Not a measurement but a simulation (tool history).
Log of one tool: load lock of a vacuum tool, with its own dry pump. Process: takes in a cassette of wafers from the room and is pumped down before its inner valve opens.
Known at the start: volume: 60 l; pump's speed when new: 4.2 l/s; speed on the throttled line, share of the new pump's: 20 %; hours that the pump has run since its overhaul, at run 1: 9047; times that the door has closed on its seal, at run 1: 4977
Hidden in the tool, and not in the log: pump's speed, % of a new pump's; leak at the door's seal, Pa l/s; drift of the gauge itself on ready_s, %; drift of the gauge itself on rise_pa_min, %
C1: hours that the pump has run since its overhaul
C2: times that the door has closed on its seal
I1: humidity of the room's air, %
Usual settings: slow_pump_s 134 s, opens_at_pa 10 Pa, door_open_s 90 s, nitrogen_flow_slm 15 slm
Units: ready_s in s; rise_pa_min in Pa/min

{"run": 1, "hour": 0.0, "slow_pump_s": 134, "opens_at_pa": 10, "door_open_s": 90, "nitrogen_flow_slm": 15, "C1": 9047, "C2": 4977, "I1": 45.1, "ready_s": 247.7, "rise_pa_min": 0.056}
{"run": 2, "hour": 199.7, "slow_pump_s": 134, "opens_at_pa": 10, "door_open_s": 90, "nitrogen_flow_slm": 15, "C1": 9246, "C2": 5607, "I1": 47.1, "ready_s": 249.9, "rise_pa_min": 0.06}
{"run": 3, "hour": 471.4, "slow_pump_s": 167, "opens_at_pa": 10, "door_open_s": 90, "nitrogen_flow_slm": 15, "C1": 9518, "C2": 6464, "I1": 45.7, "ready_s": 275.0, "rise_pa_min": 0.063}
{"run": 4, "hour": 610.5, "slow_pump_s": 167, "opens_at_pa": 10, "door_open_s": 90, "nitrogen_flow_slm": 15, "C1": 9657, "C2": 6903, "I1": 44.1, "ready_s": 277.4, "rise_pa_min": 0.059}
{"run": 5, "hour": 805.9, "slow_pump_s": 167, "opens_at_pa": 10, "door_open_s": 90, "nitrogen_flow_slm": 15, "C1": 9852, "C2": 7519, "I1": 47.9, "ready_s": 274.6, "rise_pa_min": 0.068}
{"run": 6, "hour": 1048.3, "slow_pump_s": 167, "opens_at_pa": 10, "door_open_s": 90, "nitrogen_flow_slm": 15, "C1": 10095, "C2": 8284, "I1": 45.3, "ready_s": 276.4, "rise_pa_min": 0.073}
{"run": 7, "hour": 1231.3, "slow_pump_s": 167, "opens_at_pa": 10, "door_open_s": 90, "nitrogen_flow_slm": 15, "C1": 10278, "C2": 8861, "I1": 47.7, "ready_s": 277.9, "rise_pa_min": 0.074}
{"run": 8, "hour": 1534.7, "slow_pump_s": 167, "opens_at_pa": 10, "door_open_s": 90, "nitrogen_flow_slm": 15, "C1": 10581, "C2": 9818, "I1": 43.7, "ready_s": 274.8, "rise_pa_min": 0.077}
{"run": 9, "hour": 1737.4, "slow_pump_s": 124, "opens_at_pa": 11, "door_open_s": 89, "nitrogen_flow_slm": 37, "C1": 10784, "C2": 10458, "I1": 43.2, "ready_s": 240.3, "rise_pa_min": 0.067}
{"run": 10, "hour": 1962.3, "slow_pump_s": 124, "opens_at_pa": 11, "door_open_s": 89, "nitrogen_flow_slm": 37, "C1": 11009, "C2": 11167, "I1": 43.0, "ready_s": 242.4, "rise_pa_min": 0.074}
{"run": 11, "hour": 2186.2, "slow_pump_s": 124, "opens_at_pa": 11, "door_open_s": 89, "nitrogen_flow_slm": 37, "C1": 11233, "C2": 11873, "I1": 43.0, "ready_s": 242.4, "rise_pa_min": 0.077}
{"run": 12, "hour": 2407.5, "slow_pump_s": 124, "opens_at_pa": 11, "door_open_s": 89, "nitrogen_flow_slm": 37, "C1": 11454, "C2": 12572, "I1": 45.3, "ready_s": 240.9, "rise_pa_min": 0.09}
{"run": 13, "hour": 2573.3, "slow_pump_s": 174, "opens_at_pa": 11, "door_open_s": 105, "nitrogen_flow_slm": 17, "C1": 11620, "C2": 13095, "I1": 44.9, "ready_s": 280.3, "rise_pa_min": 0.107}
{"run": 14, "hour": 2885.5, "slow_pump_s": 97, "opens_at_pa": 10, "door_open_s": 90, "nitrogen_flow_slm": 13, "C1": 11932, "C2": 14079, "I1": 43.2, "ready_s": 223.0, "rise_pa_min": 0.111}

The same runs without the tool's hidden state, with the same run-to-run variation:
run=1 ready_s=239.8 rise_pa_min=0.035
run=2 ready_s=241.7 rise_pa_min=0.037
run=3 ready_s=267.1 rise_pa_min=0.036
run=4 ready_s=269.2 rise_pa_min=0.031
run=5 ready_s=266.3 rise_pa_min=0.035
run=6 ready_s=267.9 rise_pa_min=0.036
run=7 ready_s=269.1 rise_pa_min=0.034
run=8 ready_s=265.8 rise_pa_min=0.030
run=9 ready_s=230.1 rise_pa_min=0.017
run=10 ready_s=231.8 rise_pa_min=0.019
run=11 ready_s=231.6 rise_pa_min=0.018
run=12 ready_s=229.9 rise_pa_min=0.025
run=13 ready_s=270.4 rise_pa_min=0.036
run=14 ready_s=210.6 rise_pa_min=0.034

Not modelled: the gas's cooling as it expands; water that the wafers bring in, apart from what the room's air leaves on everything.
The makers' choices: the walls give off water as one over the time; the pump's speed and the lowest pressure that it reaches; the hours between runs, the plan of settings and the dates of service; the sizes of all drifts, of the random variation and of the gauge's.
